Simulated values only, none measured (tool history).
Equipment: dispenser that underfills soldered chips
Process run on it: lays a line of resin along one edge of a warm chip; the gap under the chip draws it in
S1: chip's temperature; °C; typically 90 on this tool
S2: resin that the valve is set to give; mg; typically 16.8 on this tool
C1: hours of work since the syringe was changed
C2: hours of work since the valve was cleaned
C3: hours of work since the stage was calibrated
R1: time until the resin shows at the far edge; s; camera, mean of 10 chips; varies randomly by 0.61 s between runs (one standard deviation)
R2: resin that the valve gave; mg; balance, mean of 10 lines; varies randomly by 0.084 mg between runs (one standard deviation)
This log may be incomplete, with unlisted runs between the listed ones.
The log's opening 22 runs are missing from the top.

run,hour,S1,S2,C1,C2,C3,R1,R2
23,85.1,87,19,9,42,188,109.3,18.73
# hour 86.1: new syringe of resin
24,88.8,87,15.2,2,45,190,69.5,14.76
25,92.1,87,15.2,4,47,192,82,14.81
26,96.8,87,15.2,8,50,196,104.8,14.81
# hour 100.2: new syringe of resin
27,102,97,18.2,1,54,199,49.1,17.65
28,105.9,76,15.4,4,57,202,115.2,15.02
29,110.1,83,15.4,7,60,205,115.9,14.97
# hour 114: new syringe of resin
30,114.9,84,15.2,1,63,208,69.8,14.73
31,119.9,95,16.4,4,66,212,64.7,15.9
32,123.1,98,17.5,7,69,214,68.5,16.97
# hour 128: new syringe of resin
33,128,90,21.3,0,72,217,53.5,20.47
34,132.2,101,19.1,3,75,220,51.3,18.28
35,136.9,92,21.6,6,78,224,79.6,20.81
36,139.2,85,19.7,8,80,225,111.7,19.01

Here are 3 independent what-if runs from the current tool condition. What would each one return?
# hour 141.1: dispensing valve cleaned and set on the balance
# hour 142.8: new syringe of resin
A,143.6,92,16.7,1,2,228,?,?
# hour 141.1: dispensing valve cleaned and set on the balance
# hour 142.8: new syringe of resin
B,143.6,87,17.9,1,2,228,?,?
# hour 141.1: dispensing valve cleaned and set on the balance
# hour 142.8: new syringe of resin
C,143.6,90,16.1,1,2,228,?,?

run,R1,R2
A,54.4,16.69
B,62.7,17.83
C,58.5,16.17
The same runs, with their run-to-run variation unchanged, on a tool lacking any hidden condition would have given:
run,R1,R2
A,50.3,16.68
B,58,17.82
C,54.1,16.17
